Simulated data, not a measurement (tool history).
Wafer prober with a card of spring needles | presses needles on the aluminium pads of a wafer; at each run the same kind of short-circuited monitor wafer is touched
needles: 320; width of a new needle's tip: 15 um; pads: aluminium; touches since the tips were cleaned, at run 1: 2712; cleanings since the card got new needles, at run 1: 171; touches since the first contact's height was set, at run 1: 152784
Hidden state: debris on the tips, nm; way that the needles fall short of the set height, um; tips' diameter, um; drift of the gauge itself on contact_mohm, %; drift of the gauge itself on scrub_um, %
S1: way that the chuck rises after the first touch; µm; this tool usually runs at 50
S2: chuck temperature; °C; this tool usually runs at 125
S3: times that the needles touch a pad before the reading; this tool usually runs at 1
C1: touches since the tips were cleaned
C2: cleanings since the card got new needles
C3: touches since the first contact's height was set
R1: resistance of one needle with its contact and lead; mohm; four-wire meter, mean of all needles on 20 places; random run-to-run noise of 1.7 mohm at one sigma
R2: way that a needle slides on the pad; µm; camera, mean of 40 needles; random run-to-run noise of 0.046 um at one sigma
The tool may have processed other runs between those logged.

Run 1, hour 0.0: usual settings; C1 2712; C2 171; C3 152784. Result: R1 594 mohm, R2 6.73 µm.
At hour 1.6: tips cleaned on abrasive film.
At hour 7.8: tips cleaned on abrasive film.
At hour 15.6: tips cleaned on abrasive film.
At hour 15.9: height of the first contact set anew.
Run 2, hour 16.3: usual settings; C1 237; C2 174; C3 237. Result: R1 259 mohm, R2 7.28 µm.
At hour 22.5: tips cleaned on abrasive film.
At hour 30.3: tips cleaned on abrasive film.
Run 3, hour 35.6: usual settings but S1 68 µm; C1 2747; C2 176; C3 10093. Result: R1 359 mohm, R2 9.77 µm.
At hour 37.2: tips cleaned on abrasive film.
At hour 44.9: tips cleaned on abrasive film.
Run 4, hour 51.0: usual settings but S1 68 µm; C1 3149; C2 178; C3 17982. Result: R1 386 mohm, R2 9.69 µm.
At hour 52.6: tips cleaned on abrasive film.
At hour 60.4: tips cleaned on abrasive film.
At hour 66.6: tips cleaned on abrasive film.
At hour 74.3: tips cleaned on abrasive film.
At hour 82.0: tips cleaned on abrasive film.
Run 5, hour 85.3: usual settings; C1 1716; C2 183; C3 35482. Result: R1 441 mohm, R2 7.11 µm.
At hour 88.5: tips cleaned on abrasive film.
At hour 96.2: tips cleaned on abrasive film.
At hour 104.0: tips cleaned on abrasive film.
Run 6, hour 107.5: usual settings; C1 1837; C2 186; C3 46798. Result: R1 459 mohm, R2 7.11 µm.
At hour 110.7: tips cleaned on abrasive film.
At hour 118.4: tips cleaned on abrasive film.
At hour 126.1: tips cleaned on abrasive film.
Run 7, hour 126.8: usual settings; C1 322; C2 189; C3 56601. Result: R1 281 mohm, R2 7.10 µm.
At hour 133.0: tips cleaned on abrasive film.
At hour 140.7: tips cleaned on abrasive film.
Run 8, hour 142.1: usual settings; C1 761; C2 191; C3 64462. Result: R1 340 mohm, R2 6.99 µm.
At hour 148.4: tips cleaned on abrasive film.
At hour 156.1: tips cleaned on abrasive film.
At hour 163.7: tips cleaned on abrasive film.
Run 9, hour 163.7: usual settings but S1 36 µm, S2 42 °C, S3 2; C1 0; C2 194; C3 75464. Result: R1 246 mohm, R2 5.08 µm.
At hour 171.4: tips cleaned on abrasive film.
At hour 177.7: tips cleaned on abrasive film.
At hour 185.4: tips cleaned on abrasive film.
At hour 193.1: tips cleaned on abrasive film.
At hour 199.8: tips cleaned on abrasive film.
Run 10, hour 199.8: usual settings but S1 66 µm; C1 0; C2 199; C3 93873. Result: R1 191 mohm, R2 9.32 µm.
At hour 206.0: tips cleaned on abrasive film.
At hour 213.7: tips cleaned on abrasive film.
At hour 221.4: tips cleaned on abrasive film.
At hour 229.2: tips cleaned on abrasive film.
Run 11, hour 229.5: usual settings but S1 34 µm, S2 97 °C, S3 2; C1 143; C2 203; C3 109017. Result: R1 289 mohm, R2 4.58 µm.
At hour 235.7: tips cleaned on abrasive film.
At hour 241.9: tips cleaned on abrasive film.
At hour 249.6: tips cleaned on abrasive film.
At hour 255.8: tips cleaned on abrasive film.
Run 12, hour 260.8: usual settings but S1 41 µm, S2 114 °C, S3 2; C1 2591; C2 207; C3 125037. Result: R1 584 mohm, R2 5.57 µm.
At hour 262.4: tips cleaned on abrasive film.
At hour 268.7: tips cleaned on abrasive film.
At hour 276.4: tips cleaned on abrasive film.
At hour 282.6: tips cleaned on abrasive film.
At hour 290.3: tips cleaned on abrasive film.
Run 13, hour 296.2: usual settings but S1 41 µm, S2 114 °C, S3 2; C1 3043; C2 212; C3 143089. Result: R1 588 mohm, R2 5.51 µm.
At hour 297.8: tips cleaned on abrasive film.
At hour 305.6: tips cleaned on abrasive film.
At hour 313.3: tips cleaned on abrasive film.
Run 14, hour 313.9: usual settings but S1 41 µm, S2 114 °C, S3 2; C1 324; C2 215; C3 152101. Result: R1 272 mohm, R2 5.46 µm.
At hour 320.1: tips cleaned on abrasive film.
At hour 327.9: tips cleaned on abrasive film.
At hour 331.2: height of the first contact set anew.
Run 15, hour 331.9: usual settings but S1 52 µm, S2 69 °C, S3 3; C1 1917; C2 217; C3 337. Result: R1 280 mohm, R2 7.47 µm.

Each row is a separate what-if for the run after 15, all from the same tool condition, not one after another. Results?
At hour 335.0: tips cleaned on abrasive film.
At hour 342.8: tips cleaned on abrasive film.
At hour 350.5: tips cleaned on abrasive film.
At hour 356.7: tips cleaned on abrasive film.
At hour 364.4: tips cleaned on abrasive film.
Run A, hour 367.4: usual settings but S1 52 µm, S2 82 °C, S3 3; C1 1561; C2 222; C3 18485. Result: R1 ?, R2 ?.
At hour 335.0: tips cleaned on abrasive film.
At hour 342.8: tips cleaned on abrasive film.
At hour 350.5: tips cleaned on abrasive film.
At hour 356.7: tips cleaned on abrasive film.
At hour 364.4: tips cleaned on abrasive film.
Run B, hour 367.4: usual settings but S1 52 µm, S2 54 °C, S3 3; C1 1561; C2 222; C3 18485. Result: R1 ?, R2 ?.
At hour 335.0: tips cleaned on abrasive film.
At hour 342.8: tips cleaned on abrasive film.
At hour 350.5: tips cleaned on abrasive film.
At hour 356.7: tips cleaned on abrasive film.
At hour 364.4: tips cleaned on abrasive film.
Run C, hour 367.4: usual settings but S2 98 °C; C1 1561; C2 222; C3 18485. Result: R1 ?, R2 ?.
At hour 335.0: tips cleaned on abrasive film.
At hour 342.8: tips cleaned on abrasive film.
At hour 350.5: tips cleaned on abrasive film.
At hour 356.7: tips cleaned on abrasive film.
At hour 364.4: tips cleaned on abrasive film.
Run D, hour 367.4: usual settings but S1 48 µm, S2 36 °C, S3 2; C1 1561; C2 222; C3 18485. Result: R1 ?, R2 ?.

run   R1    R2
  A  278  7.47
  B  276  7.48
  C  470  7.18
  D  371  6.85
What these runs would have given with no unlogged condition in the tool:
run   R1    R2
  A  167  7.52
  B  160  7.54
  C  169  7.23
  D  155  6.91

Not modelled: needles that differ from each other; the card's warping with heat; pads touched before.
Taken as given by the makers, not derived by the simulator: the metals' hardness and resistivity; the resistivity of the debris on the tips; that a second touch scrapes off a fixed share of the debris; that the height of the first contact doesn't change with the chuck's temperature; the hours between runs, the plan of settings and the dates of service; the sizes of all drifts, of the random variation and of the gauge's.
